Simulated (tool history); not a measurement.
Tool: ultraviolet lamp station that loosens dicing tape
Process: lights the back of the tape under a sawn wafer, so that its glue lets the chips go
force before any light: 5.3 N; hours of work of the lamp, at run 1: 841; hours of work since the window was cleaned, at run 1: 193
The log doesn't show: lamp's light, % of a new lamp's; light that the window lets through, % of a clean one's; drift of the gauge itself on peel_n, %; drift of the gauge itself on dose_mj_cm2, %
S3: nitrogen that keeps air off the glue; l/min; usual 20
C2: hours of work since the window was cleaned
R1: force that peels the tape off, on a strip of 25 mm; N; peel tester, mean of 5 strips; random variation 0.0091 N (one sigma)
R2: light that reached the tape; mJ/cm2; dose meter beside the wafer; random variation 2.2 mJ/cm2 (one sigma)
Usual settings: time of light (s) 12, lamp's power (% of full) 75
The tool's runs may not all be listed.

Run 1, hour 0.0: usual settings; hours of work of the lamp 841; C2 193. Result: R1 0.886 N, R2 124 mJ/cm2.
Run 2, hour 24.3: usual settings; hours of work of the lamp 856; C2 207. Result: R1 0.919 N, R2 123 mJ/cm2.
Run 3, hour 65.3: usual settings; hours of work of the lamp 880; C2 231. Result: R1 0.960 N, R2 120 mJ/cm2.
Run 4, hour 91.7: usual settings; hours of work of the lamp 895; C2 246. Result: R1 0.953 N, R2 118 mJ/cm2.
Run 5, hour 129.4: usual settings; hours of work of the lamp 917; C2 269. Result: R1 1.013 N, R2 117 mJ/cm2.
Run 6, hour 167.9: usual settings but time of light (s) 6; hours of work of the lamp 940; C2 291. Result: R1 2.267 N, R2 60 mJ/cm2.
Run 7, hour 200.3: usual settings but time of light (s) 6; hours of work of the lamp 958; C2 310. Result: R1 2.301 N, R2 59 mJ/cm2.
Run 8, hour 224.5: usual settings; hours of work of the lamp 973; C2 324. Result: R1 1.094 N, R2 113 mJ/cm2.
Run 9, hour 258.2: usual settings; hours of work of the lamp 992; C2 344. Result: R1 1.081 N, R2 109 mJ/cm2.
Run 10, hour 280.5: usual settings but S3 11 l/min; hours of work of the lamp 1005; C2 357. Result: R1 1.490 N, R2 109 mJ/cm2.
Run 11, hour 318.0: usual settings but S3 11 l/min; hours of work of the lamp 1027; C2 379. Result: R1 1.561 N, R2 106 mJ/cm2.
Run 12, hour 366.2: usual settings but time of light (s) 9, S3 11 l/min; hours of work of the lamp 1056; C2 407. Result: R1 2.144 N, R2 80 mJ/cm2.
At hour 378.8: window cleaned of glue's vapour.
Run 13, hour 392.1: usual settings but time of light (s) 9, S3 8 l/min; hours of work of the lamp 1070; C2 8. Result: R1 2.502 N, R2 75 mJ/cm2.
Run 14, hour 416.6: usual settings but time of light (s) 9, S3 8 l/min; hours of work of the lamp 1085; C2 22. Result: R1 2.599 N, R2 75 mJ/cm2.
At hour 421.4: lamp changed.
Run 15, hour 450.9: usual settings but time of light (s) 9, S3 8 l/min; hours of work of the lamp 17; C2 42. Result: R1 1.392 N, R2 134 mJ/cm2.
Run 16, hour 482.9: usual settings but S3 35 l/min; hours of work of the lamp 36; C2 60. Result: R1 0.278 N, R2 179 mJ/cm2.
At hour 502.9: window cleaned of glue's vapour, once more.
Run 17, hour 521.0: usual settings but S3 35 l/min; hours of work of the lamp 58; C2 11. Result: R1 0.263 N, R2 187 mJ/cm2.
Run 18, hour 550.0: usual settings but S3 9 l/min; hours of work of the lamp 75; C2 28. Result: R1 0.760 N, R2 187 mJ/cm2.
Run 19, hour 594.9: usual settings but S3 9 l/min; hours of work of the lamp 101; C2 54. Result: R1 0.815 N, R2 188 mJ/cm2.
Run 20, hour 644.9: usual settings but lamp's power (% of full) 81; hours of work of the lamp 130; C2 83. Result: R1 0.381 N, R2 199 mJ/cm2.
Run 21, hour 672.7: usual settings but lamp's power (% of full) 81; hours of work of the lamp 147; C2 99. Result: R1 0.391 N, R2 194 mJ/cm2.
Run 22, hour 703.0: usual settings but lamp's power (% of full) 81; hours of work of the lamp 164; C2 117. Result: R1 0.394 N, R2 196 mJ/cm2.
Run 23, hour 736.7: usual settings but lamp's power (% of full) 73, S3 29 l/min; hours of work of the lamp 184; C2 137. Result: R1 0.373 N, R2 175 mJ/cm2.
Run 24, hour 775.4: usual settings but lamp's power (% of full) 73, S3 29 l/min; hours of work of the lamp 207; C2 159. Result: R1 0.382 N, R2 169 mJ/cm2.
Run 25, hour 801.8: usual settings but lamp's power (% of full) 74; hours of work of the lamp 222; C2 175. Result: R1 0.498 N, R2 168 mJ/cm2.
Run 26, hour 850.9: usual settings but lamp's power (% of full) 74; hours of work of the lamp 251; C2 204. Result: R1 0.501 N, R2 169 mJ/cm2.
Run 27, hour 878.3: usual settings but lamp's power (% of full) 91, S3 26 l/min; hours of work of the lamp 267; C2 220. Result: R1 0.271 N, R2 209 mJ/cm2.
Run 28, hour 910.5: usual settings but time of light (s) 7, lamp's power (% of full) 64, S3 23 l/min; hours of work of the lamp 286; C2 238. Result: R1 1.489 N, R2 86 mJ/cm2.
Run 29, hour 945.2: usual settings but time of light (s) 8, lamp's power (% of full) 64, S3 23 l/min; hours of work of the lamp 306; C2 259. Result: R1 1.292 N, R2 92 mJ/cm2.
Run 30, hour 985.2: usual settings but time of light (s) 11, lamp's power (% of full) 81; hours of work of the lamp 330; C2 282. Result: R1 0.564 N, R2 164 mJ/cm2.
Run 31, hour 1024.0: usual settings but time of light (s) 11, lamp's power (% of full) 81, S3 33 l/min; hours of work of the lamp 352; C2 305. Result: R1 0.388 N, R2 156 mJ/cm2.
Run 32, hour 1074.1: usual settings but time of light (s) 9, lamp's power (% of full) 65, S3 24 l/min; hours of work of the lamp 382; C2 334. Result: R1 1.092 N, R2 99 mJ/cm2.
Run 33, hour 1118.9: usual settings but time of light (s) 22, lamp's power (% of full) 66, S3 13 l/min; hours of work of the lamp 408; C2 360. Result: R1 0.329 N, R2 249 mJ/cm2.
Run 34, hour 1145.0: usual settings but lamp's power (% of full) 65; hours of work of the lamp 423; C2 376. Result: R1 0.790 N, R2 135 mJ/cm2.
Run 35, hour 1197.3: usual settings but time of light (s) 15, lamp's power (% of full) 87, S3 22 l/min; hours of work of the lamp 454; C2 406. Result: R1 0.266 N, R2 216 mJ/cm2.
At hour 1210.7: window cleaned of glue's vapour.
Run 36, hour 1226.1: usual settings but time of light (s) 11, lamp's power (% of full) 65, S3 11 l/min; hours of work of the lamp 470; C2 9. Result: R1 1.286 N, R2 123 mJ/cm2.
Run 37, hour 1257.4: usual settings but time of light (s) 8, lamp's power (% of full) 97, S3 29 l/min; hours of work of the lamp 489; C2 27. Result: R1 0.643 N, R2 132 mJ/cm2.
Run 38, hour 1288.4: usual settings but time of light (s) 8, lamp's power (% of full) 88, S3 29 l/min; hours of work of the lamp 507; C2 45. Result: R1 0.755 N, R2 121 mJ/cm2.
Run 39, hour 1312.8: usual settings but time of light (s) 13, lamp's power (% of full) 66, S3 24 l/min; hours of work of the lamp 521; C2 60. Result: R1 0.605 N, R2 146 mJ/cm2.
Run 40, hour 1349.8: usual settings but time of light (s) 8, lamp's power (% of full) 60, S3 16 l/min; hours of work of the lamp 543; C2 81. Result: R1 1.847 N, R2 80 mJ/cm2.
Run 41, hour 1377.0: usual settings but time of light (s) 8, lamp's power (% of full) 60, S3 16 l/min; hours of work of the lamp 559; C2 97. Result: R1 1.820 N, R2 79 mJ/cm2.
Run 42, hour 1404.1: usual settings but time of light (s) 16, lamp's power (% of full) 60, S3 9 l/min; hours of work of the lamp 574; C2 113. Result: R1 1.057 N, R2 157 mJ/cm2.
Run 43, hour 1437.3: usual settings but time of light (s) 16, lamp's power (% of full) 60, S3 9 l/min; hours of work of the lamp 594; C2 133. Result: R1 1.085 N, R2 157 mJ/cm2.

Forecast each of these 4 alternatives for the next run:
Run A, hour 1463.5: usual settings but time of light (s) 6, S3 12 l/min; hours of work of the lamp 609; C2 148. Result: R1 ?, R2 ?.
Run B, hour 1463.5: usual settings but time of light (s) 8, lamp's power (% of full) 77, S3 11 l/min; hours of work of the lamp 609; C2 148. Result: R1 ?, R2 ?.
Run C, hour 1463.5: usual settings but time of light (s) 16, lamp's power (% of full) 65, S3 9 l/min; hours of work of the lamp 609; C2 148. Result: R1 ?, R2 ?.
Run D, hour 1463.5: usual settings but lamp's power (% of full) 83, S3 34 l/min; hours of work of the lamp 609; C2 148. Result: R1 ?, R2 ?.

run     R1   R2
  A  2.174   75
  B  1.793   97
  C  1.003  168
  D  0.397  157
Without the tool's hidden state the same runs would have given:
run     R1   R2
  A  1.611  100
  B  1.222  132
  C  0.578  227
  D  0.203  213

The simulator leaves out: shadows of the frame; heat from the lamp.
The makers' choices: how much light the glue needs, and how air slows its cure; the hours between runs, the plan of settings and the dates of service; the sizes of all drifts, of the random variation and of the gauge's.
